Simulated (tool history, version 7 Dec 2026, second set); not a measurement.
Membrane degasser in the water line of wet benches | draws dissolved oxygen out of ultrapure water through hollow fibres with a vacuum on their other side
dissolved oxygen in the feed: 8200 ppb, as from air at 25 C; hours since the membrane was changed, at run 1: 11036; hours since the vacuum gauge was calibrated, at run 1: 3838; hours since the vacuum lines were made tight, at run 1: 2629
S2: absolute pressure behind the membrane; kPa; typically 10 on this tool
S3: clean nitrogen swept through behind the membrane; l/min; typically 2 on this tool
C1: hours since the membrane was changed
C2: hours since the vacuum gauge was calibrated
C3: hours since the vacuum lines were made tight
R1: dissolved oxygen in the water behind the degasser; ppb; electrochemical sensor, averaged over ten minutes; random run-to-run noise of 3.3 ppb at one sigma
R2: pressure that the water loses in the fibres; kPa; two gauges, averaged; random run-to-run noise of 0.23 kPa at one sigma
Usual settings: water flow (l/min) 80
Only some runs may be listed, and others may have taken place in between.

run 1 day=0 | water_flow_(l/min)=80 S2=10 S3=2 | C1=11036 C2=3838 C3=2629 | R1=599.8 R2=58.16
run 2 day=11.279 | water_flow_(l/min)=80 S2=10 S3=2 | C1=11307 C2=4109 C3=2900 | R1=602.2 R2=58
-- day=13.708 vacuum gauge calibrated
run 3 day=17.546 | water_flow_(l/min)=80 S2=10 S3=2 | C1=11457 C2=92 C3=3049 | R1=585 R2=58.25
run 4 day=29.038 | water_flow_(l/min)=80 S2=10 S3=2 | C1=11733 C2=368 C3=3325 | R1=581.9 R2=58.22
run 5 day=36.412 | water_flow_(l/min)=80 S2=10 S3=2 | C1=11910 C2=545 C3=3502 | R1=582.4 R2=58.39
run 6 day=48.504 | water_flow_(l/min)=80 S2=10 S3=2 | C1=12200 C2=835 C3=3793 | R1=580.5 R2=58.91
run 7 day=54.367 | water_flow_(l/min)=80 S2=10 S3=2 | C1=12341 C2=976 C3=3933 | R1=587.2 R2=58.48
run 8 day=64.042 | water_flow_(l/min)=80 S2=10 S3=2 | C1=12573 C2=1208 C3=4165 | R1=580.1 R2=58.56
run 9 day=75.971 | water_flow_(l/min)=80 S2=10 S3=2 | C1=12859 C2=1494 C3=4452 | R1=583 R2=58.47
run 10 day=83.688 | water_flow_(l/min)=80 S2=10 S3=2 | C1=13044 C2=1679 C3=4637 | R1=592 R2=58.59
run 11 day=92.429 | water_flow_(l/min)=80 S2=10 S3=2 | C1=13254 C2=1889 C3=4847 | R1=589.8 R2=58.7
run 12 day=99.771 | water_flow_(l/min)=80 S2=10 S3=2 | C1=13430 C2=2066 C3=5023 | R1=593.6 R2=58.51
run 13 day=108.125 | water_flow_(l/min)=80 S2=10 S3=2 | C1=13631 C2=2266 C3=5223 | R1=598.3 R2=58.26
run 14 day=118.392 | water_flow_(l/min)=80 S2=10 S3=2 | C1=13877 C2=2512 C3=5470 | R1=592.6 R2=58.79
run 15 day=127.571 | water_flow_(l/min)=80 S2=10 S3=2 | C1=14098 C2=2733 C3=5690 | R1=601.2 R2=58.4
run 16 day=138.754 | water_flow_(l/min)=67 S2=10 S3=2 | C1=14366 C2=3001 C3=5959 | R1=509 R2=48.96
run 17 day=146.704 | water_flow_(l/min)=108 S2=12.2 S3=2 | C1=14557 C2=3192 C3=6149 | R1=955.5 R2=78.92
run 18 day=155.125 | water_flow_(l/min)=108 S2=12.2 S3=2 | C1=14759 C2=3394 C3=6351 | R1=968.4 R2=79.2
run 19 day=163.642 | water_flow_(l/min)=112 S2=10 S3=5.69 | C1=14963 C2=3598 C3=6556 | R1=429.3 R2=82.19
run 20 day=173.075 | water_flow_(l/min)=84 S2=19.8 S3=2 | C1=15190 C2=3825 C3=6782 | R1=1291.1 R2=61.82
run 21 day=184.458 | water_flow_(l/min)=84 S2=7 S3=2 | C1=15463 C2=4098 C3=7055 | R1=405.1 R2=61.73
-- day=187.183 vacuum gauge calibrated
run 22 day=197.154 | water_flow_(l/min)=80 S2=19.3 S3=2.5 | C1=15767 C2=239 C3=7360 | R1=1027.7 R2=58.63
run 23 day=208.042 | water_flow_(l/min)=109 S2=10 S3=1.25 | C1=16028 C2=501 C3=7621 | R1=1000.9 R2=81.05
run 24 day=215.354 | water_flow_(l/min)=80 S2=10 S3=3.82 | C1=16204 C2=676 C3=7796 | R1=379.7 R2=58.74
run 25 day=228.071 | water_flow_(l/min)=80 S2=16.9 S3=0.81 | C1=16509 C2=981 C3=8102 | R1=1810.7 R2=59.3
run 26 day=240.425 | water_flow_(l/min)=80 S2=17 S3=0.81 | C1=16806 C2=1278 C3=8398 | R1=1841.1 R2=59.23
run 27 day=248.712 | water_flow_(l/min)=78 S2=10 S3=1.67 | C1=17004 C2=1477 C3=8597 | R1=652.4 R2=57.66
run 28 day=257.312 | water_flow_(l/min)=91 S2=17.3 S3=0.85 | C1=17211 C2=1683 C3=8803 | R1=1973.2 R2=67.72
-- day=267.846 seals of the vacuum lines changed
run 29 day=270.171 | water_flow_(l/min)=91 S2=17.3 S3=0.85 | C1=17518 C2=1990 C3=56 | R1=1992.1 R2=66.87
run 30 day=276.075 | water_flow_(l/min)=91 S2=17.3 S3=0.85 | C1=17659 C2=2131 C3=197 | R1=1998.4 R2=67.66
run 31 day=285.092 | water_flow_(l/min)=80 S2=12.1 S3=2 | C1=17876 C2=2348 C3=414 | R1=743.4 R2=58.81

Each row is a separate what-if for the run after 31, all from the same tool condition, not one after another. Results?
run A day=292.1 | water_flow_(l/min)=80 S2=13.5 S3=2 | C1=18044 C2=2516 C3=582 | R1=? R2=?
run B day=292.1 | water_flow_(l/min)=59 S2=10 S3=2 | C1=18044 C2=2516 C3=582 | R1=? R2=?
run C day=292.1 | water_flow_(l/min)=75 S2=12.1 S3=4.32 | C1=18044 C2=2516 C3=582 | R1=? R2=?
run D day=292.1 | water_flow_(l/min)=104 S2=10 S3=5.01 | C1=18044 C2=2516 C3=582 | R1=? R2=?
run E day=292.1 | water_flow_(l/min)=48 S2=13.1 S3=2 | C1=18044 C2=2516 C3=582 | R1=? R2=?

run=A R1=837.2 R2=59.15
run=B R1=451.9 R2=43.78
run=C R1=405.2 R2=55.15
run=D R1=430 R2=76.82
run=E R1=520.2 R2=35.68
Without the tool's unlogged condition, the same runs would have read:
run=A R1=814 R2=55.93
run=B R1=435.6 R2=41.4
run=C R1=385.6 R2=52.15
run=D R1=399.4 R2=72.63
run=E R1=508.3 R2=33.75
